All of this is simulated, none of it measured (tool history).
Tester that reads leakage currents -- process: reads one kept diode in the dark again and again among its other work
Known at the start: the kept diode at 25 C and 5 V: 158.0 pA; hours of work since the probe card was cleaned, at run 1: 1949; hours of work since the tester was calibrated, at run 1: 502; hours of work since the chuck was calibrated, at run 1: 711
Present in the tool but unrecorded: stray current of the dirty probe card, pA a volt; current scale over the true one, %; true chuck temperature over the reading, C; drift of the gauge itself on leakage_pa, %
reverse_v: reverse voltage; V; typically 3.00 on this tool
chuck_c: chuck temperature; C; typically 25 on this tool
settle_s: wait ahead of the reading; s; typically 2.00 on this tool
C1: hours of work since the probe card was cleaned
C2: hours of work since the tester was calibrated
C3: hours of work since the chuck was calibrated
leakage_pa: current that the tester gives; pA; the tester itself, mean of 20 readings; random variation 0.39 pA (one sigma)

{"run": 1, "day": 0.0, "reverse_v": 3.0, "chuck_c": 25, "settle_s": 2.0, "C1": 1949, "C2": 502, "C3": 711, "leakage_pa": 139.62}
{"run": 2, "day": 2.079, "reverse_v": 3.0, "chuck_c": 25, "settle_s": 2.0, "C1": 1973, "C2": 525, "C3": 734, "leakage_pa": 140.35}
{"run": 3, "day": 5.575, "reverse_v": 3.0, "chuck_c": 25, "settle_s": 2.0, "C1": 2012, "C2": 564, "C3": 773, "leakage_pa": 141.73}
{"run": 4, "day": 8.875, "reverse_v": 3.0, "chuck_c": 25, "settle_s": 2.0, "C1": 2049, "C2": 601, "C3": 810, "leakage_pa": 142.0}
{"run": 5, "day": 10.525, "reverse_v": 3.0, "chuck_c": 25, "settle_s": 2.0, "C1": 2068, "C2": 620, "C3": 829, "leakage_pa": 141.43}
{"run": 6, "day": 13.25, "reverse_v": 3.0, "chuck_c": 25, "settle_s": 2.0, "C1": 2098, "C2": 651, "C3": 859, "leakage_pa": 142.58}
{"run": 7, "day": 14.979, "reverse_v": 3.0, "chuck_c": 25, "settle_s": 2.0, "C1": 2118, "C2": 670, "C3": 879, "leakage_pa": 143.37}
{"run": 8, "day": 16.621, "reverse_v": 3.0, "chuck_c": 25, "settle_s": 4.07, "C1": 2136, "C2": 688, "C3": 897, "leakage_pa": 142.83}
{"run": 9, "day": 19.804, "reverse_v": 3.0, "chuck_c": 25, "settle_s": 4.07, "C1": 2172, "C2": 724, "C3": 933, "leakage_pa": 143.89}
{"day": 22.067, "done": "probe card cleaned and baked"}
{"run": 10, "day": 23.0, "reverse_v": 2.34, "chuck_c": 52, "settle_s": 9.41, "C1": 10, "C2": 759, "C3": 967, "leakage_pa": 1216.89}
{"run": 11, "day": 26.288, "reverse_v": 3.0, "chuck_c": 25, "settle_s": 0.73, "C1": 47, "C2": 796, "C3": 1004, "leakage_pa": 142.89}
{"run": 12, "day": 29.888, "reverse_v": 7.83, "chuck_c": 34, "settle_s": 2.33, "C1": 88, "C2": 836, "C3": 1045, "leakage_pa": 476.42}

Run 13, settings as shown, results not yet in. Your forecast:
{"run": 13, "day": 32.75, "reverse_v": 12.97, "chuck_c": 22, "settle_s": 5.17, "C1": 120, "C2": 868, "C3": 1077, "leakage_pa": "?"}

For run 13 the tool returned leakage_pa 202.80 pA.
The same run, on a tool lacking any hidden state, would have yielded leakage_pa 180.12 pA.

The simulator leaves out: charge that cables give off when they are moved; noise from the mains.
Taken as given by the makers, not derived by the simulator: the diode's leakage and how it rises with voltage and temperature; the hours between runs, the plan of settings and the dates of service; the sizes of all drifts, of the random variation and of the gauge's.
